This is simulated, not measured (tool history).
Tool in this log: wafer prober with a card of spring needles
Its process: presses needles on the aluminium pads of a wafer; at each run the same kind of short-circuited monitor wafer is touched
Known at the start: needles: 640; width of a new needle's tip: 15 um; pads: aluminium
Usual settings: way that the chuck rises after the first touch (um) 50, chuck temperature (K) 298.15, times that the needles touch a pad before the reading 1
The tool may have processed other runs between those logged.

| run | hour | way that the chuck rises after the first touch (um) | chuck temperature (K) | times that the needles touch a pad before the reading | resistance of one needle with its contact and lead (mohm) | way that a needle slides on the pad (um) |
|---|---|---|---|---|---|---|
| 1 | 0.0 | 50 | 298.15 | 1 | 163 | 12.70 |
|  | 8.0 | tips cleaned on abrasive film |
|  | 16.0 | tips cleaned on abrasive film |
|  | 26.0 | tips cleaned on abrasive film |
|  | 36.0 | tips cleaned on abrasive film |
|  | 45.9 | tips cleaned on abrasive film |
| 2 | 46.3 | 50 | 298.15 | 1 | 163 | 12.65 |
|  | 50.5 | height of the first contact set anew |
|  | 54.6 | tips cleaned on abrasive film |
|  | 64.6 | tips cleaned on abrasive film |
|  | 72.6 | tips cleaned on abrasive film |
|  | 80.6 | tips cleaned on abrasive film |
|  | 88.6 | tips cleaned on abrasive film |
|  | 98.5 | tips cleaned on abrasive film |
|  | 106.5 | tips cleaned on abrasive film |
|  | 116.5 | tips cleaned on abrasive film |
|  | 124.5 | tips cleaned on abrasive film |
| 3 | 127.8 | 50 | 298.15 | 1 | 159 | 12.81 |
|  | 133.8 | tips cleaned on abrasive film |
|  | 143.8 | tips cleaned on abrasive film |
|  | 153.7 | tips cleaned on abrasive film |
|  | 163.7 | tips cleaned on abrasive film |
|  | 173.7 | tips cleaned on abrasive film |
|  | 181.7 | tips cleaned on abrasive film |
| 4 | 181.7 | 50 | 298.15 | 1 | 161 | 12.72 |
|  | 191.5 | tips cleaned on abrasive film |
|  | 199.5 | tips cleaned on abrasive film |
|  | 207.5 | tips cleaned on abrasive film |
|  | 215.5 | tips cleaned on abrasive film |
|  | 223.5 | tips cleaned on abrasive film |
|  | 231.5 | tips cleaned on abrasive film |
|  | 241.5 | tips cleaned on abrasive film |
|  | 249.5 | tips cleaned on abrasive film |
|  | 257.5 | tips cleaned on abrasive film |
| 5 | 263.8 | 50 | 298.15 | 1 | 159 | 12.75 |
|  | 265.8 | tips cleaned on abrasive film |
|  | 273.8 | tips cleaned on abrasive film |
|  | 283.8 | tips cleaned on abrasive film |
|  | 293.8 | tips cleaned on abrasive film |
|  | 301.8 | tips cleaned on abrasive film |
| 6 | 304.3 | 40 | 298.15 | 1 | 163 | 10.09 |
|  | 310.3 | tips cleaned on abrasive film |
|  | 320.3 | tips cleaned on abrasive film |
|  | 328.3 | tips cleaned on abrasive film |
|  | 336.2 | tips cleaned on abrasive film |
|  | 344.2 | tips cleaned on abrasive film |
|  | 352.2 | tips cleaned on abrasive film |
|  | 360.2 | tips cleaned on abrasive film |
|  | 370.2 | tips cleaned on abrasive film |
| 7 | 372.9 | 40 | 298.15 | 1 | 164 | 10.10 |
|  | 378.9 | tips cleaned on abrasive film |
|  | 386.9 | tips cleaned on abrasive film |
|  | 394.9 | tips cleaned on abrasive film |
|  | 402.9 | tips cleaned on abrasive film |
|  | 410.9 | tips cleaned on abrasive film |
|  | 418.9 | tips cleaned on abrasive film |
|  | 428.8 | tips cleaned on abrasive film |
|  | 435.1 | height of the first contact set anew |
|  | 439.1 | tips cleaned on abrasive film |
| 8 | 444.9 | 50 | 354.15 | 1 | 172 | 12.59 |
|  | 448.9 | tips cleaned on abrasive film |
|  | 456.9 | tips cleaned on abrasive film |
|  | 464.9 | tips cleaned on abrasive film |
|  | 472.9 | tips cleaned on abrasive film |
|  | 482.9 | tips cleaned on abrasive film |
|  | 490.9 | tips cleaned on abrasive film |
| 9 | 492.8 | 50 | 298.15 | 1 | 161 | 12.52 |
|  | 500.8 | tips cleaned on abrasive film |
|  | 508.8 | tips cleaned on abrasive film |
|  | 516.8 | tips cleaned on abrasive film |
|  | 524.8 | tips cleaned on abrasive film |
|  | 532.8 | tips cleaned on abrasive film |
|  | 540.8 | tips cleaned on abrasive film |
|  | 550.8 | tips cleaned on abrasive film |
|  | 558.8 | tips cleaned on abrasive film |
| 10 | 564.3 | 50 | 298.15 | 1 | 164 | 12.65 |
|  | 568.4 | tips cleaned on abrasive film |
|  | 576.4 | tips cleaned on abrasive film |
|  | 584.4 | tips cleaned on abrasive film |
|  | 592.4 | tips cleaned on abrasive film |
|  | 602.3 | tips cleaned on abrasive film |
|  | 610.3 | tips cleaned on abrasive film |
| 11 | 614.3 | 35 | 298.15 | 3 | 168 | 8.85 |
|  | 620.3 | tips cleaned on abrasive film |
|  | 628.3 | tips cleaned on abrasive film |
|  | 636.3 | tips cleaned on abrasive film |
|  | 646.3 | tips cleaned on abrasive film |
|  | 656.2 | tips cleaned on abrasive film |
|  | 666.2 | tips cleaned on abrasive film |
|  | 674.2 | tips cleaned on abrasive film |
| 12 | 674.8 | 47 | 298.15 | 2 | 163 | 11.84 |
|  | 682.8 | tips cleaned on abrasive film |
|  | 690.8 | tips cleaned on abrasive film |
|  | 698.8 | tips cleaned on abrasive film |
|  | 706.8 | tips cleaned on abrasive film |
|  | 716.8 | tips cleaned on abrasive film |
|  | 724.8 | tips cleaned on abrasive film |
|  | 732.8 | tips cleaned on abrasive film |
| 13 | 735.2 | 47 | 298.15 | 2 | 160 | 11.87 |
|  | 741.2 | tips cleaned on abrasive film |
|  | 749.2 | tips cleaned on abrasive film |
|  | 757.2 | tips cleaned on abrasive film |
|  | 765.2 | tips cleaned on abrasive film |
|  | 775.2 | tips cleaned on abrasive film |
|  | 783.2 | tips cleaned on abrasive film |
|  | 793.2 | tips cleaned on abrasive film |
|  | 801.2 | tips cleaned on abrasive film |
|  | 809.2 | tips cleaned on abrasive film |
|  | 817.2 | tips cleaned on abrasive film |
|  | 819.4 | height of the first contact set anew |
| 14 | 824.9 | 39 | 298.15 | 2 | 163 | 9.73 |
|  | 827.0 | tips cleaned on abrasive film |
|  | 835.0 | tips cleaned on abrasive film |
|  | 844.9 | tips cleaned on abrasive film |
|  | 854.9 | tips cleaned on abrasive film |
|  | 864.9 | tips cleaned on abrasive film |
|  | 874.9 | tips cleaned on abrasive film |
|  | 882.9 | tips cleaned on abrasive film |
|  | 890.9 | tips cleaned on abrasive film |
|  | 898.9 | tips cleaned on abrasive film |
| 15 | 904.6 | 52 | 298.15 | 1 | 163 | 12.98 |
|  | 908.6 | tips cleaned on abrasive film |
|  | 918.6 | tips cleaned on abrasive film |
|  | 928.6 | tips cleaned on abrasive film |
|  | 936.6 | tips cleaned on abrasive film |
|  | 944.6 | tips cleaned on abrasive film |
|  | 952.6 | tips cleaned on abrasive film |
|  | 962.5 | tips cleaned on abrasive film |
|  | 972.5 | tips cleaned on abrasive film |
|  | 980.5 | tips cleaned on abrasive film |
| 16 | 985.7 | 50 | 306.15 | 3 | 162 | 12.58 |
|  | 989.7 | tips cleaned on abrasive film |
|  | 997.7 | tips cleaned on abrasive film |
|  | 1005.7 | tips cleaned on abrasive film |
|  | 1013.7 | tips cleaned on abrasive film |
|  | 1021.7 | tips cleaned on abrasive film |
| 17 | 1029.0 | 47 | 302.15 | 3 | 162 | 11.82 |
|  | 1031.1 | tips cleaned on abrasive film |
|  | 1039.1 | tips cleaned on abrasive film |
|  | 1049.1 | tips cleaned on abrasive film |
|  | 1057.1 | tips cleaned on abrasive film |
|  | 1067.1 | tips cleaned on abrasive film |
|  | 1077.0 | tips cleaned on abrasive film |
|  | 1087.0 | tips cleaned on abrasive film |
|  | 1095.0 | tips cleaned on abrasive film |
|  | 1105.0 | tips cleaned on abrasive film |
|  | 1113.0 | tips cleaned on abrasive film |
| 18 | 1119.6 | 47 | 302.15 | 3 | 163 | 11.73 |
|  | 1121.7 | tips cleaned on abrasive film |
|  | 1131.7 | tips cleaned on abrasive film |
|  | 1139.7 | tips cleaned on abrasive film |
|  | 1147.7 | tips cleaned on abrasive film |
|  | 1155.7 | tips cleaned on abrasive film |
| 19 | 1158.8 | 60 | 306.15 | 2 | 160 | 14.99 |
|  | 1164.8 | tips cleaned on abrasive film |
|  | 1174.8 | tips cleaned on abrasive film |
|  | 1184.8 | tips cleaned on abrasive film |
|  | 1192.8 | tips cleaned on abrasive film |
|  | 1200.8 | tips cleaned on abrasive film |
|  | 1203.0 | height of the first contact set anew |
|  | 1209.1 | tips cleaned on abrasive film |
|  | 1217.1 | tips cleaned on abrasive film |
|  | 1225.1 | tips cleaned on abrasive film |
| 20 | 1225.7 | 60 | 306.15 | 2 | 156 | 15.04 |

Below are 4 alternative next runs, each starting from the tool's condition after run 20. Predict each:
|  | 1233.7 | tips cleaned on abrasive film |
|  | 1241.7 | tips cleaned on abrasive film |
|  | 1251.7 | tips cleaned on abrasive film |
|  | 1259.7 | tips cleaned on abrasive film |
|  | 1267.7 | tips cleaned on abrasive film |
|  | 1275.7 | tips cleaned on abrasive film |
|  | 1283.6 | tips cleaned on abrasive film |
|  | 1291.6 | tips cleaned on abrasive film |
|  | 1299.6 | tips cleaned on abrasive film |
|  | 1309.6 | tips cleaned on abrasive film |
| A | 1316.8 | 35 | 323.15 | 2 | ? | ? |
|  | 1233.7 | tips cleaned on abrasive film |
|  | 1241.7 | tips cleaned on abrasive film |
|  | 1251.7 | tips cleaned on abrasive film |
|  | 1259.7 | tips cleaned on abrasive film |
|  | 1267.7 | tips cleaned on abrasive film |
|  | 1275.7 | tips cleaned on abrasive film |
|  | 1283.6 | tips cleaned on abrasive film |
|  | 1291.6 | tips cleaned on abrasive film |
|  | 1299.6 | tips cleaned on abrasive film |
|  | 1309.6 | tips cleaned on abrasive film |
| B | 1316.8 | 36 | 306.15 | 2 | ? | ? |
|  | 1233.7 | tips cleaned on abrasive film |
|  | 1241.7 | tips cleaned on abrasive film |
|  | 1251.7 | tips cleaned on abrasive film |
|  | 1259.7 | tips cleaned on abrasive film |
|  | 1267.7 | tips cleaned on abrasive film |
|  | 1275.7 | tips cleaned on abrasive film |
|  | 1283.6 | tips cleaned on abrasive film |
|  | 1291.6 | tips cleaned on abrasive film |
|  | 1299.6 | tips cleaned on abrasive film |
|  | 1309.6 | tips cleaned on abrasive film |
| C | 1316.8 | 50 | 298.15 | 2 | ? | ? |
|  | 1233.7 | tips cleaned on abrasive film |
|  | 1241.7 | tips cleaned on abrasive film |
|  | 1251.7 | tips cleaned on abrasive film |
|  | 1259.7 | tips cleaned on abrasive film |
|  | 1267.7 | tips cleaned on abrasive film |
|  | 1275.7 | tips cleaned on abrasive film |
|  | 1283.6 | tips cleaned on abrasive film |
|  | 1291.6 | tips cleaned on abrasive film |
|  | 1299.6 | tips cleaned on abrasive film |
|  | 1309.6 | tips cleaned on abrasive film |
| D | 1316.8 | 60 | 308.15 | 2 | ? | ? |

| run | resistance of one needle with its contact and lead (mohm) | way that a needle slides on the pad (um) |
|---|---|---|
| A | 169 | 8.85 |
| B | 164 | 9.05 |
| C | 160 | 12.32 |
| D | 163 | 14.88 |
Stripped of hidden state, with their random variation kept, the same runs would have yielded:
| run | resistance of one needle with its contact and lead (mohm) | way that a needle slides on the pad (um) |
|---|---|---|
| A | 169 | 8.99 |
| B | 164 | 9.19 |
| C | 160 | 12.52 |
| D | 163 | 15.12 |
